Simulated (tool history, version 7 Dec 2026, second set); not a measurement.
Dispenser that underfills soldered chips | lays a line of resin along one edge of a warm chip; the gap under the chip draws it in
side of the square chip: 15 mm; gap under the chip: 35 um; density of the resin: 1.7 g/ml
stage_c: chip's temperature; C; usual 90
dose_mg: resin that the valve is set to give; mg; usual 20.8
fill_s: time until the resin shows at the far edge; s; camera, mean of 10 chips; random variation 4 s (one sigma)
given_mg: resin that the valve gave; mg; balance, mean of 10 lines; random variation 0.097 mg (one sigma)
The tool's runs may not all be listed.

| run | hour | stage_c | dose_mg | fill_s | given_mg |
|---|---|---|---|---|---|
| 1 | 0 | 90 | 20.8 | 783.5 | 20.39 |
|  | 0.9 | new syringe of resin |
| 2 | 4.7 | 92 | 20.8 | 441 | 20.53 |
| 3 | 7.3 | 92 | 20.8 | 484 | 20.44 |
| 4 | 9.8 | 90 | 20.8 | 566.7 | 20.51 |
| 5 | 11.8 | 90 | 20.8 | 608.6 | 20.47 |
| 6 | 14.1 | 90 | 20.8 | 653.4 | 20.17 |
| 7 | 18.4 | 90 | 20.8 | 770.6 | 20.54 |
|  | 19.9 | new syringe of resin |
| 8 | 22.8 | 90 | 20.8 | 467.8 | 20.46 |
| 9 | 27 | 90 | 20.8 | 549.8 | 20.3 |
| 10 | 30.1 | 78 | 20.8 | 984.5 | 20.3 |
| 11 | 32.1 | 78 | 20.8 | 1083.1 | 20.44 |
| 12 | 34.1 | 78 | 20.8 | 1149.8 | 20.31 |
| 13 | 36.5 | 78 | 20.8 | 1232 | 20.3 |
|  | 38.8 | new syringe of resin |
| 14 | 40.5 | 90 | 20.8 | 439.7 | 20.27 |
| 15 | 44.8 | 76 | 20.8 | 931.7 | 20.42 |
| 16 | 49.3 | 76 | 20.8 | 1095.3 | 20.16 |
| 17 | 52.2 | 76 | 20.8 | 1204.9 | 20.11 |
| 18 | 55 | 90 | 20.8 | 737 | 20.08 |
|  | 57.7 | new syringe of resin |
| 19 | 57.7 | 90 | 20.8 | 417.8 | 20.34 |
| 20 | 62.3 | 99 | 24.7 | 337.5 | 23.95 |
| 21 | 66.2 | 94 | 25.5 | 459.4 | 24.67 |
|  | 67.9 | dispensing valve cleaned and set on the balance |
| 22 | 71.7 | 94 | 25.5 | 540 | 25.41 |
| 23 | 76.2 | 97 | 26.8 | 587.7 | 26.83 |
|  | 77.9 | new syringe of resin |
| 24 | 80.6 | 85 | 23.3 | 550.5 | 23.21 |
| 25 | 83.8 | 90 | 21.8 | 509.7 | 21.62 |
| 26 | 86 | 88 | 26.3 | 590.4 | 26.44 |
| 27 | 90.2 | 88 | 26.3 | 688.4 | 26.11 |
| 28 | 93.2 | 91 | 20.8 | 683.5 | 20.8 |
|  | 96.9 | new syringe of resin |
| 29 | 96.9 | 104 | 21 | 242 | 20.84 |
| 30 | 100.2 | 78 | 21 | 777.1 | 20.89 |
| 31 | 102.7 | 97 | 20.8 | 386.3 | 20.87 |
| 32 | 105.7 | 80 | 22.7 | 862.9 | 22.42 |
| 33 | 108.6 | 103 | 22.2 | 383 | 22.05 |
| 34 | 111.6 | 103 | 22.2 | 419.9 | 21.96 |
| 35 | 114.9 | 88 | 26.9 | 852.8 | 26.79 |
|  | 116 | new syringe of resin |
| 36 | 118.6 | 88 | 26.9 | 492.1 | 26.83 |
| 37 | 120.9 | 100 | 19.5 | 338 | 19.26 |

The same runs without the tool's hidden state, with the same run-to-run variation:
The hidden state here: resin's viscosity, % of fresh resin's; dose that the valve gives, % of what is set; true chip temperature over the reading, C; drift of the gauge itself on fill_s, %; drift of the gauge itself on given_mg, %.
| run | fill_s | given_mg |
|---|---|---|
| 1 | 403 | 20.67 |
| 2 | 376.9 | 20.83 |
| 3 | 376.5 | 20.76 |
| 4 | 402.8 | 20.84 |
| 5 | 403.3 | 20.81 |
| 6 | 399.5 | 20.52 |
| 7 | 403.1 | 20.91 |
| 8 | 406.2 | 20.85 |
| 9 | 410.8 | 20.72 |
| 10 | 658 | 20.72 |
| 11 | 673.9 | 20.88 |
| 12 | 665.4 | 20.75 |
| 13 | 655.7 | 20.75 |
| 14 | 402.1 | 20.75 |
| 15 | 728.5 | 20.91 |
| 16 | 730.6 | 20.68 |
| 17 | 723.6 | 20.64 |
| 18 | 402.2 | 20.62 |
| 19 | 404.5 | 20.9 |
| 20 | 278.7 | 24.64 |
| 21 | 330.3 | 25.4 |
| 22 | 330.9 | 25.37 |
| 23 | 306.8 | 26.82 |
| 24 | 487.2 | 23.23 |
| 25 | 403.3 | 21.65 |
| 26 | 431.5 | 26.49 |
| 27 | 433.4 | 26.18 |
| 28 | 387.4 | 20.87 |
| 29 | 232.9 | 20.92 |
| 30 | 661.2 | 20.99 |
| 31 | 301.8 | 20.99 |
| 32 | 605.6 | 22.56 |
| 33 | 242.7 | 22.2 |
| 34 | 239.7 | 22.13 |
| 35 | 431.2 | 27.01 |
| 36 | 434.9 | 27.08 |
| 37 | 275.4 | 19.45 |
